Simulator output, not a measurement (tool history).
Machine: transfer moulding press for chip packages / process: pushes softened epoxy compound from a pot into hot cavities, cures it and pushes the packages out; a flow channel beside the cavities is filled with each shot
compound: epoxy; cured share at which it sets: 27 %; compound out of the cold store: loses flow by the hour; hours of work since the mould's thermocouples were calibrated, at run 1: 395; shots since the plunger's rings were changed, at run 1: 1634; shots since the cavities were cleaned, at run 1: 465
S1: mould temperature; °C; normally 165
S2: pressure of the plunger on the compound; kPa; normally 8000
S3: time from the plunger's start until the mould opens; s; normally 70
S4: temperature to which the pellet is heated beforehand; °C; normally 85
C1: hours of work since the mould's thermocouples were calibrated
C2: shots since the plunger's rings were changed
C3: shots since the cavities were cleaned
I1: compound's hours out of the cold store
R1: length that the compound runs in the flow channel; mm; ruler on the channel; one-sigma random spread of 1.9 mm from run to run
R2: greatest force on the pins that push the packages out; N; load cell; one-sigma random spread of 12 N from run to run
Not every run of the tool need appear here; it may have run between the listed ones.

{"run": 1, "hour": 0.0, "S1": 165, "S2": 8000, "S3": 70, "S4": 85, "C1": 395, "C2": 1634, "C3": 465, "I1": 28.5, "R1": 821, "R2": 946}
{"run": 2, "hour": 13.7, "S1": 165, "S2": 8000, "S3": 70, "S4": 85, "C1": 403, "C2": 1861, "C3": 692, "I1": 25.8, "R1": 823, "R2": 1028}
{"run": 3, "hour": 24.2, "S1": 165, "S2": 8000, "S3": 70, "S4": 85, "C1": 410, "C2": 2034, "C3": 865, "I1": 39.4, "R1": 784, "R2": 1003}
{"hour": 31.0, "done": "cavities cleaned with cleaning compound and waxed"}
{"run": 4, "hour": 40.4, "S1": 165, "S2": 8000, "S3": 70, "S4": 85, "C1": 419, "C2": 2277, "C3": 156, "I1": 29.3, "R1": 813, "R2": 1176}
{"run": 5, "hour": 49.0, "S1": 165, "S2": 8000, "S3": 70, "S4": 85, "C1": 424, "C2": 2418, "C3": 297, "I1": 8.1, "R1": 871, "R2": 1142}
{"run": 6, "hour": 57.8, "S1": 165, "S2": 8000, "S3": 60, "S4": 85, "C1": 430, "C2": 2563, "C3": 442, "I1": 34.1, "R1": 798, "R2": 1651}
{"run": 7, "hour": 68.7, "S1": 165, "S2": 8000, "S3": 82, "S4": 85, "C1": 436, "C2": 2743, "C3": 622, "I1": 37.9, "R1": 784, "R2": 828}
{"run": 8, "hour": 75.4, "S1": 165, "S2": 8000, "S3": 82, "S4": 85, "C1": 441, "C2": 2854, "C3": 733, "I1": 32.7, "R1": 797, "R2": 860}
{"run": 9, "hour": 87.3, "S1": 165, "S2": 8000, "S3": 82, "S4": 85, "C1": 448, "C2": 3050, "C3": 929, "I1": 30.6, "R1": 803, "R2": 843}
{"hour": 90.1, "done": "cavities cleaned with cleaning compound and waxed"}
{"hour": 99.2, "done": "cavities cleaned with cleaning compound and waxed, once more"}
{"run": 10, "hour": 106.2, "S1": 165, "S2": 8000, "S3": 82, "S4": 85, "C1": 458, "C2": 3313, "C3": 115, "I1": 17.2, "R1": 838, "R2": 584}
{"run": 11, "hour": 118.1, "S1": 165, "S2": 6050, "S3": 70, "S4": 85, "C1": 465, "C2": 3509, "C3": 311, "I1": 18.9, "R1": 726, "R2": 880}
{"run": 12, "hour": 130.0, "S1": 165, "S2": 6050, "S3": 70, "S4": 85, "C1": 473, "C2": 3706, "C3": 508, "I1": 14.4, "R1": 731, "R2": 977}
{"run": 13, "hour": 136.8, "S1": 165, "S2": 8000, "S3": 70, "S4": 85, "C1": 477, "C2": 3817, "C3": 619, "I1": 38.9, "R1": 773, "R2": 952}
{"run": 14, "hour": 151.2, "S1": 165, "S2": 8000, "S3": 63, "S4": 85, "C1": 486, "C2": 4055, "C3": 857, "I1": 42.8, "R1": 762, "R2": 1276}
{"hour": 158.7, "done": "cavities cleaned with cleaning compound and waxed"}
{"run": 15, "hour": 160.0, "S1": 165, "S2": 8000, "S3": 63, "S4": 85, "C1": 490, "C2": 4176, "C3": 21, "I1": 43.5, "R1": 760, "R2": 773}
{"run": 16, "hour": 167.2, "S1": 165, "S2": 8000, "S3": 63, "S4": 85, "C1": 495, "C2": 4295, "C3": 140, "I1": 45.3, "R1": 753, "R2": 923}
{"run": 17, "hour": 182.4, "S1": 165, "S2": 6890, "S3": 63, "S4": 85, "C1": 504, "C2": 4546, "C3": 391, "I1": 28.4, "R1": 740, "R2": 1228}
{"run": 18, "hour": 195.2, "S1": 171, "S2": 9170, "S3": 83, "S4": 84, "C1": 512, "C2": 4757, "C3": 602, "I1": 8.3, "R1": 895, "R2": 690}
{"run": 19, "hour": 203.4, "S1": 171, "S2": 9170, "S3": 83, "S4": 84, "C1": 517, "C2": 4893, "C3": 738, "I1": 30.1, "R1": 829, "R2": 722}
{"run": 20, "hour": 213.6, "S1": 171, "S2": 6680, "S3": 83, "S4": 79, "C1": 524, "C2": 5061, "C3": 906, "I1": 9.7, "R1": 756, "R2": 758}
{"hour": 217.2, "done": "cavities cleaned with cleaning compound and waxed"}
{"run": 21, "hour": 223.6, "S1": 171, "S2": 6680, "S3": 83, "S4": 79, "C1": 529, "C2": 5201, "C3": 106, "I1": 34.8, "R1": 697, "R2": 533}
{"run": 22, "hour": 235.9, "S1": 159, "S2": 7700, "S3": 69, "S4": 85, "C1": 537, "C2": 5403, "C3": 308, "I1": 32.5, "R1": 783, "R2": 1391}
{"run": 23, "hour": 245.5, "S1": 159, "S2": 7700, "S3": 69, "S4": 85, "C1": 543, "C2": 5563, "C3": 468, "I1": 35.0, "R1": 773, "R2": 1517}
{"hour": 259.1, "done": "plunger's sealing rings changed"}
{"run": 24, "hour": 261.0, "S1": 173, "S2": 7700, "S3": 69, "S4": 87, "C1": 551, "C2": 31, "C3": 682, "I1": 35.9, "R1": 769, "R2": 698}
{"hour": 266.3, "done": "mould's thermocouples calibrated"}
{"run": 25, "hour": 276.3, "S1": 173, "S2": 7700, "S3": 69, "S4": 87, "C1": 6, "C2": 251, "C3": 902, "I1": 22.1, "R1": 807, "R2": 740}
{"hour": 280.0, "done": "cavities cleaned with cleaning compound and waxed"}
{"run": 26, "hour": 291.3, "S1": 160, "S2": 7460, "S3": 70, "S4": 76, "C1": 15, "C2": 474, "C3": 186, "I1": 20.0, "R1": 843, "R2": 1266}
{"run": 27, "hour": 299.0, "S1": 167, "S2": 8000, "S3": 70, "S4": 88, "C1": 19, "C2": 601, "C3": 313, "I1": 29.6, "R1": 818, "R2": 794}
{"run": 28, "hour": 310.3, "S1": 170, "S2": 8000, "S3": 65, "S4": 92, "C1": 26, "C2": 787, "C3": 499, "I1": 20.4, "R1": 830, "R2": 796}

Consider 4 possible next runs. They are alternatives, not a sequence: every one starts from the tool as it was left by run 28. What does each give?
{"run": "A", "hour": 321.3, "S1": 165, "S2": 7810, "S3": 70, "S4": 85, "C1": 33, "C2": 968, "C3": 680, "I1": 44.8, "R1": "?", "R2": "?"}
{"run": "B", "hour": 321.3, "S1": 172, "S2": 8000, "S3": 51, "S4": 85, "C1": 33, "C2": 968, "C3": 680, "I1": 30.0, "R1": "?", "R2": "?"}
{"run": "C", "hour": 321.3, "S1": 158, "S2": 6280, "S3": 83, "S4": 85, "C1": 33, "C2": 968, "C3": 680, "I1": 9.8, "R1": "?", "R2": "?"}
{"run": "D", "hour": 321.3, "S1": 165, "S2": 8000, "S3": 98, "S4": 79, "C1": 33, "C2": 968, "C3": 680, "I1": 17.6, "R1": "?", "R2": "?"}

run=A R1=768 R2=959
run=B R1=801 R2=1539
run=C R1=803 R2=1215
run=D R1=861 R2=741
With the hidden condition removed and each run's random variation left untouched, the same runs would have given:
run=A R1=774 R2=543
run=B R1=806 R2=869
run=C R1=808 R2=685
run=D R1=866 R2=428

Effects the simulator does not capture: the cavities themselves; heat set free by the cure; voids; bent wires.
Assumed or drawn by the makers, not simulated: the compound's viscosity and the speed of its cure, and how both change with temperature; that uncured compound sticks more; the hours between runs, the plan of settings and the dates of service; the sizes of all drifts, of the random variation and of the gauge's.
